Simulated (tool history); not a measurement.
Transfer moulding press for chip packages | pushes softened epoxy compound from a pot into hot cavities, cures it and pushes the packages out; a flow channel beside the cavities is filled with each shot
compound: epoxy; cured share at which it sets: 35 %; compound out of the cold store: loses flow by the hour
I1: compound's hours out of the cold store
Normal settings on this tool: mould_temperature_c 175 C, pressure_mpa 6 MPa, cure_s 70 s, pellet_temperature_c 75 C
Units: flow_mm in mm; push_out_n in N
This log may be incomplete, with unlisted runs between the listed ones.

Run 1, day 0: usual settings; I1 40.9. Result: flow_mm 650 mm, push_out_n 927 N.
At day 0.621: cavities cleaned with cleaning compound and waxed.
Run 2, day 1.146: usual settings; I1 14.6. Result: flow_mm 725 mm, push_out_n 692 N.
Run 3, day 2.654: usual settings; I1 16.1. Result: flow_mm 713 mm, push_out_n 965 N.
At day 3.704: cavities cleaned with cleaning compound and waxed.
Run 4, day 4.879: usual settings; I1 36.6. Result: flow_mm 645 mm, push_out_n 815 N.
Run 5, day 6.017: usual settings but pressure_mpa 7.27 MPa; I1 46.2. Result: flow_mm 673 mm, push_out_n 889 N.
At day 6.783: cavities cleaned with cleaning compound and waxed.
At day 8.667: plunger's sealing rings changed.
Run 6, day 8.671: usual settings but pressure_mpa 7.27 MPa; I1 28.3. Result: flow_mm 783 mm, push_out_n 895 N.
At day 9.979: cavities cleaned with cleaning compound and waxed.
Run 7, day 10.871: usual settings but pressure_mpa 4.81 MPa; I1 34.9. Result: flow_mm 609 mm, push_out_n 755 N.
Run 8, day 12.392: usual settings but pressure_mpa 4.81 MPa; I1 11.4. Result: flow_mm 676 mm, push_out_n 1018 N.
At day 13.146: cavities cleaned with cleaning compound and waxed.
Run 9, day 13.921: usual settings but pressure_mpa 4.81 MPa; I1 27.2. Result: flow_mm 618 mm, push_out_n 723 N.
Run 10, day 15.279: usual settings but pressure_mpa 5.88 MPa; I1 20.1. Result: flow_mm 705 mm, push_out_n 998 N.
At day 16.271: cavities cleaned with cleaning compound and waxed.
Run 11, day 17.175: usual settings but pressure_mpa 5.88 MPa; I1 38.9. Result: flow_mm 641 mm, push_out_n 756 N.
Run 12, day 18.5: usual settings but pressure_mpa 5.34 MPa; I1 16.9. Result: flow_mm 669 mm, push_out_n 1024 N.
At day 19.396: cavities cleaned with cleaning compound and waxed.
Run 13, day 19.804: usual settings but pressure_mpa 5.34 MPa; I1 20. Result: flow_mm 658 mm, push_out_n 673 N.
Run 14, day 21.708: usual settings but mould_temperature_c 169 C; I1 21.9. Result: flow_mm 688 mm, push_out_n 1442 N.
At day 22.546: cavities cleaned with cleaning compound and waxed.
At day 23.6: plunger's sealing rings changed.
Run 15, day 23.612: usual settings but mould_temperature_c 169 C; I1 19.1. Result: flow_mm 745 mm, push_out_n 1224 N.
Run 16, day 25.267: usual settings but mould_temperature_c 169 C, cure_s 98 s; I1 36.9. Result: flow_mm 683 mm, push_out_n 731 N.
At day 25.746: cavities cleaned with cleaning compound and waxed.
Run 17, day 27.642: usual settings but mould_temperature_c 181 C, cure_s 98 s, pellet_temperature_c 77 C; I1 12.6. Result: flow_mm 740 mm, push_out_n 589 N.
At day 28.938: cavities cleaned with cleaning compound and waxed.
Run 18, day 29.325: usual settings but mould_temperature_c 181 C, pressure_mpa 7.01 MPa, cure_s 52 s, pellet_temperature_c 71 C; I1 25. Result: flow_mm 750 mm, push_out_n 997 N.
Run 19, day 31.258: usual settings but mould_temperature_c 181 C, pressure_mpa 7.01 MPa, cure_s 52 s, pellet_temperature_c 71 C; I1 34.8. Result: flow_mm 707 mm, push_out_n 1439 N.
At day 32.088: cavities cleaned with cleaning compound and waxed.
Run 20, day 33.4: usual settings but mould_temperature_c 181 C, pressure_mpa 7.01 MPa, cure_s 52 s, pellet_temperature_c 71 C; I1 43.8. Result: flow_mm 674 mm, push_out_n 1274 N.
At day 35.125: cavities cleaned with cleaning compound and waxed.
Run 21, day 35.858: usual settings but mould_temperature_c 174 C, pressure_mpa 6.01 MPa, cure_s 52 s, pellet_temperature_c 69 C; I1 16.2. Result: flow_mm 700 mm, push_out_n 1679 N.
At day 36.342: mould's thermocouples calibrated.
Run 22, day 37.371: usual settings but pressure_mpa 5.67 MPa, cure_s 103 s, pellet_temperature_c 77 C; I1 26.3. Result: flow_mm 644 mm, push_out_n 599 N.
At day 38.379: cavities cleaned with cleaning compound and waxed.
At day 38.642: plunger's sealing rings changed.
Run 23, day 38.688: usual settings but pressure_mpa 7.18 MPa, cure_s 103 s; I1 22.2. Result: flow_mm 794 mm, push_out_n 395 N.
Run 24, day 41.175: usual settings but mould_temperature_c 174 C, pressure_mpa 7.18 MPa, cure_s 103 s, pellet_temperature_c 72 C; I1 35.8. Result: flow_mm 746 mm, push_out_n 654 N.
At day 41.617: cavities cleaned with cleaning compound and waxed.
Run 25, day 43.188: usual settings but mould_temperature_c 174 C, pressure_mpa 7.18 MPa, cure_s 103 s, pellet_temperature_c 72 C; I1 38. Result: flow_mm 726 mm, push_out_n 571 N.

Run 26 is up next; what results do you expect?
At day 44.746: cavities cleaned with cleaning compound and waxed.
Run 26, day 45.725: usual settings but mould_temperature_c 182 C, pressure_mpa 5.21 MPa, cure_s 103 s, pellet_temperature_c 72 C; I1 19.4. Result: flow_mm ?, push_out_n ?.

Run 26 yielded flow_mm 655 mm, push_out_n 478 N.
With no hidden state in the tool, this same run would have given flow_mm 679 mm, push_out_n 334 N.

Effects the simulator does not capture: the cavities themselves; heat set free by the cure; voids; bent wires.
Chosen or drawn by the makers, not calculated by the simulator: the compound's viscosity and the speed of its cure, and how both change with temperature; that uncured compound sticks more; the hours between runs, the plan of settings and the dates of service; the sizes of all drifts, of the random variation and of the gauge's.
